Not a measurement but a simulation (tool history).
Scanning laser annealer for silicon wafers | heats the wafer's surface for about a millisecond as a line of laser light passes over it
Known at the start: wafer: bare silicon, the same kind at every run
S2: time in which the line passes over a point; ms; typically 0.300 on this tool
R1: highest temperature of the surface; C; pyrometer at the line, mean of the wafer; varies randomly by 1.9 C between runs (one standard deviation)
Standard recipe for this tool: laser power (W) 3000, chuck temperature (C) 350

run 1 hour=0.0 | laser_power_(W)=3000 S2=0.300 chuck_temperature_(C)=350 | R1=1114
run 2 hour=20.4 | laser_power_(W)=3000 S2=0.300 chuck_temperature_(C)=350 | R1=1114
run 3 hour=39.7 | laser_power_(W)=3000 S2=0.300 chuck_temperature_(C)=350 | R1=1113
run 4 hour=57.2 | laser_power_(W)=2925 S2=0.300 chuck_temperature_(C)=350 | R1=1088
run 5 hour=66.1 | laser_power_(W)=3000 S2=0.367 chuck_temperature_(C)=350 | R1=1205
run 6 hour=75.2 | laser_power_(W)=3000 S2=0.300 chuck_temperature_(C)=350 | R1=1110
run 7 hour=88.3 | laser_power_(W)=3000 S2=0.300 chuck_temperature_(C)=350 | R1=1107
run 8 hour=102.6 | laser_power_(W)=3000 S2=0.300 chuck_temperature_(C)=350 | R1=1110
run 9 hour=117.2 | laser_power_(W)=3000 S2=0.300 chuck_temperature_(C)=350 | R1=1107
run 10 hour=137.2 | laser_power_(W)=3000 S2=0.300 chuck_temperature_(C)=350 | R1=1108
run 11 hour=158.0 | laser_power_(W)=3000 S2=0.300 chuck_temperature_(C)=350 | R1=1105
run 12 hour=169.3 | laser_power_(W)=3000 S2=0.300 chuck_temperature_(C)=350 | R1=1105
run 13 hour=189.9 | laser_power_(W)=3000 S2=0.300 chuck_temperature_(C)=350 | R1=1101
run 14 hour=201.8 | laser_power_(W)=2774 S2=0.300 chuck_temperature_(C)=350 | R1=1038
run 15 hour=214.5 | laser_power_(W)=3000 S2=0.300 chuck_temperature_(C)=350 | R1=1103
run 16 hour=233.8 | laser_power_(W)=3000 S2=0.219 chuck_temperature_(C)=323 | R1=949
run 17 hour=251.1 | laser_power_(W)=3000 S2=0.300 chuck_temperature_(C)=355 | R1=1107
run 18 hour=270.4 | laser_power_(W)=2702 S2=0.300 chuck_temperature_(C)=316 | R1=981
run 19 hour=285.2 | laser_power_(W)=2702 S2=0.300 chuck_temperature_(C)=316 | R1=978
run 20 hour=305.7 | laser_power_(W)=3000 S2=0.363 chuck_temperature_(C)=388 | R1=1224
run 21 hour=315.3 | laser_power_(W)=3000 S2=0.363 chuck_temperature_(C)=388 | R1=1228
run 22 hour=334.8 | laser_power_(W)=3000 S2=0.363 chuck_temperature_(C)=388 | R1=1230
run 23 hour=350.3 | laser_power_(W)=3000 S2=0.300 chuck_temperature_(C)=374 | R1=1120
run 24 hour=365.4 | laser_power_(W)=3000 S2=0.300 chuck_temperature_(C)=382 | R1=1130
run 25 hour=382.4 | laser_power_(W)=3000 S2=0.300 chuck_temperature_(C)=372 | R1=1119
run 26 hour=402.9 | laser_power_(W)=3070 S2=0.368 chuck_temperature_(C)=320 | R1=1183
run 27 hour=414.8 | laser_power_(W)=3261 S2=0.288 chuck_temperature_(C)=334 | R1=1137
run 28 hour=424.9 | laser_power_(W)=2806 S2=0.300 chuck_temperature_(C)=350 | R1=1037
run 29 hour=445.3 | laser_power_(W)=2765 S2=0.288 chuck_temperature_(C)=378 | R1=1038

What if the next run were any one of these 3? Each begins from the tool's condition after run 29:
run A hour=462.1 | laser_power_(W)=2765 S2=0.300 chuck_temperature_(C)=329 | R1=?
run B hour=462.1 | laser_power_(W)=3240 S2=0.288 chuck_temperature_(C)=356 | R1=?
run C hour=462.1 | laser_power_(W)=3000 S2=0.300 chuck_temperature_(C)=372 | R1=?

run=A R1=1005
run=B R1=1149
run=C R1=1110
Without the tool's hidden state the same runs would have given:
run=A R1=1039
run=B R1=1188
run=C R1=1147
